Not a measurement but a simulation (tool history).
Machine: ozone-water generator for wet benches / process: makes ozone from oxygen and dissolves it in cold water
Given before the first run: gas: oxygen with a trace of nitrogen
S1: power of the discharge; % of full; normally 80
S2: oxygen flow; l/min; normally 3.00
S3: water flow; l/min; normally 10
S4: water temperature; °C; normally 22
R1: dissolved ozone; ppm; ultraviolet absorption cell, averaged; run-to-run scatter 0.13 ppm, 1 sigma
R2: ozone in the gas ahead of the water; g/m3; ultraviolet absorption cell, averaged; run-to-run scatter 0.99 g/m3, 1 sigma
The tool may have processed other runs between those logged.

| run | day | S1 | S2 | S3 | S4 | R1 | R2 |
|---|---|---|---|---|---|---|---|
| 1 | 0.000 | 80 | 3.00 | 10 | 22 | 15.1 | 171.8 |
| 2 | 0.812 | 80 | 3.00 | 10 | 22 | 14.7 | 171.0 |
| 3 | 2.054 | 80 | 3.00 | 13 | 22 | 11.5 | 169.4 |
| 4 | 3.092 | 80 | 3.00 | 10 | 22 | 15.2 | 169.7 |
| 5 | 4.288 | 80 | 3.00 | 10 | 22 | 14.7 | 170.8 |
| 6 | 5.025 | 80 | 3.00 | 10 | 22 | 15.2 | 171.3 |
| 7 | 6.050 | 80 | 3.00 | 10 | 22 | 15.1 | 171.2 |
| 8 | 7.088 | 80 | 3.00 | 10 | 27 | 13.9 | 170.5 |
| 9 | 7.742 | 80 | 3.00 | 10 | 27 | 13.7 | 172.6 |
| 10 | 8.400 | 80 | 3.00 | 10 | 27 | 13.8 | 169.5 |
| 11 | 9.129 | 80 | 3.00 | 10 | 27 | 13.7 | 173.5 |
| 12 | 10.154 | 80 | 3.00 | 10 | 29 | 13.3 | 171.4 |
| 13 | 11.175 | 80 | 3.00 | 10 | 22 | 15.0 | 172.1 |
| 14 | 12.275 | 66 | 3.00 | 10 | 22 | 13.3 | 153.9 |
| 15 | 13.033 | 80 | 3.00 | 10 | 22 | 14.8 | 172.5 |
| 16 | 14.146 | 78 | 2.00 | 10 | 22 | 14.2 | 203.4 |
| 17 | 14.833 | 78 | 2.00 | 10 | 22 | 14.2 | 203.3 |
| 18 | 16.312 | 43 | 2.33 | 10 | 22 | 10.5 | 136.2 |
| 19 | 17.233 | 72 | 3.00 | 13 | 17 | 11.7 | 163.3 |
| 20 | 18.325 | 43 | 4.21 | 14 | 18 | 8.3 | 104.2 |
| 21 | 19.650 | 53 | 3.00 | 7 | 22 | 15.8 | 136.1 |
| 22 | 20.567 | 51 | 3.00 | 7 | 22 | 15.0 | 134.4 |
| 23 | 21.946 | 80 | 3.56 | 14 | 18 | 12.0 | 161.0 |

What will run 24 give?
| 24 | 23.246 | 100 | 1.83 | 6 | 21 | ? | ? |

Run 24 came out at R1 25.7 ppm, R2 244.4 g/m3.
With no hidden state in the tool, this same run would have given R1 25.8 ppm, R2 239.7 g/m3.
